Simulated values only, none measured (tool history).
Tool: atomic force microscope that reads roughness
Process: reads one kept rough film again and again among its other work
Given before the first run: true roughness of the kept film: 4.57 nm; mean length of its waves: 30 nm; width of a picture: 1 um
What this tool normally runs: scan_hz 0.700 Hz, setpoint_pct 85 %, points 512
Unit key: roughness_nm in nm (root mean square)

run,day,scan_hz,setpoint_pct,points,roughness_nm
1,0.000,0.700,85,512,2.406
# day 1.138: new tip fitted
2,2.921,0.700,85,512,3.112
3,5.925,0.700,85,512,2.616
# day 7.517: new tip fitted
4,8.396,0.700,85,512,3.349
5,11.804,0.700,65,512,2.723
6,13.312,0.700,65,512,2.493
# day 13.988: new tip fitted
7,16.900,0.700,65,512,2.996
8,18.967,0.700,85,512,2.562
# day 20.412: new tip fitted
9,21.533,0.700,85,512,3.291
10,23.125,1.386,85,512,2.781
11,24.983,1.692,85,512,2.398
# day 26.742: new tip fitted
12,28.000,1.692,85,512,2.996
# day 28.325: height scale calibrated on a step standard
13,30.858,1.692,85,512,2.526
# day 33.096: new tip fitted
14,34.133,0.700,85,758,3.334
# day 34.696: height scale calibrated on a step standard, once more
15,37.400,0.700,85,758,2.680
16,39.096,2.862,85,512,2.068
# day 39.708: new tip fitted
17,42.496,0.700,85,739,2.859
18,45.262,0.700,85,739,2.439
# day 46.050: new tip fitted
19,47.125,0.727,85,992,3.283
20,49.617,0.727,85,992,2.727
21,51.979,0.727,85,992,2.370
# day 52.562: new tip fitted
22,54.929,0.727,85,992,2.986
23,57.608,0.727,85,992,2.534
# day 59.071: new tip fitted
24,60.379,0.727,66,992,3.366
25,63.654,3.315,69,307,2.479
26,65.183,1.855,81,407,2.260
# day 65.462: new tip fitted
27,67.088,1.043,85,512,3.094
28,69.071,1.094,85,512,2.690
# day 71.875: new tip fitted
29,72.117,3.795,59,378,3.463
30,74.838,0.690,58,512,2.983
31,77.833,0.700,60,512,2.494
# day 78.358: new tip fitted
32,80.383,3.957,59,512,3.004
33,82.525,0.963,85,512,2.612
34,84.429,3.686,78,833,2.111
# day 84.746: new tip fitted
35,86.275,0.967,78,272,3.197

Consider 3 possible next runs. They are alternatives, not a sequence: every one starts from the tool as it was left by run 35. What does each give?
A,88.892,1.372,80,272,?
B,88.892,0.902,82,272,?
C,88.892,2.848,86,288,?

run,roughness_nm
A,2.606
B,2.663
C,2.282
Had the tool no hidden state, the same runs would have come out as:
run,roughness_nm
A,3.457
B,3.531
C,3.025
